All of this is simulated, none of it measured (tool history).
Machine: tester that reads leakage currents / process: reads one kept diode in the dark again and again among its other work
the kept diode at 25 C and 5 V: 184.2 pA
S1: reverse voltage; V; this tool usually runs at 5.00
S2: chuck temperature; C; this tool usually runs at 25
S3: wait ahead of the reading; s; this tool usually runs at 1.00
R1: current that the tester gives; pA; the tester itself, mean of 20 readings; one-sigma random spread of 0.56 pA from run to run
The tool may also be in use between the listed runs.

| run | hour | S1 | S2 | S3 | R1 |
|---|---|---|---|---|---|
| 1 | 0.0 | 5.00 | 25 | 1.00 | 190.98 |
| 2 | 85.2 | 5.00 | 25 | 1.00 | 189.61 |
| 3 | 178.4 | 5.00 | 25 | 1.00 | 188.94 |
| 4 | 227.4 | 5.00 | 25 | 0.76 | 189.51 |
| 5 | 317.6 | 5.00 | 30 | 1.00 | 269.84 |
| 6 | 426.1 | 5.00 | 30 | 1.00 | 269.34 |
| 7 | 542.5 | 5.00 | 30 | 1.00 | 267.09 |
| 8 | 595.3 | 5.00 | 30 | 1.00 | 266.46 |
| 9 | 684.1 | 5.00 | 30 | 1.00 | 264.63 |
| 10 | 743.7 | 5.00 | 25 | 0.48 | 185.60 |
| 11 | 800.4 | 5.00 | 39 | 1.52 | 497.15 |
| 12 | 917.1 | 5.00 | 39 | 1.52 | 490.79 |
|  | 928.5 | probe card cleaned and baked |
| 13 | 1028.1 | 5.00 | 39 | 1.52 | 492.07 |
| 14 | 1095.6 | 5.00 | 25 | 3.00 | 184.01 |
| 15 | 1156.8 | 1.34 | 57 | 3.00 | 966.99 |
| 16 | 1216.6 | 3.97 | 48 | 3.61 | 810.45 |
| 17 | 1277.2 | 3.97 | 48 | 1.22 | 813.62 |
| 18 | 1326.2 | 3.97 | 48 | 1.22 | 812.70 |
| 19 | 1405.1 | 3.97 | 48 | 1.22 | 810.91 |

3 ways to go on from here, each from the tool as it stands after run 19. What would each give?
| A | 1497.1 | 1.38 | 39 | 1.22 | ? |
| B | 1497.1 | 13.87 | 53 | 1.00 | ? |
| C | 1497.1 | 6.80 | 21 | 1.22 | ? |

| run | R1 |
|---|---|
| A | 295.77 |
| B | 1776.84 |
| C | 154.73 |
Take away the tool's hidden state, keep each run's random variation, and the runs would have read:
| run | R1 |
|---|---|
| A | 316.89 |
| B | 1874.77 |
| C | 153.59 |
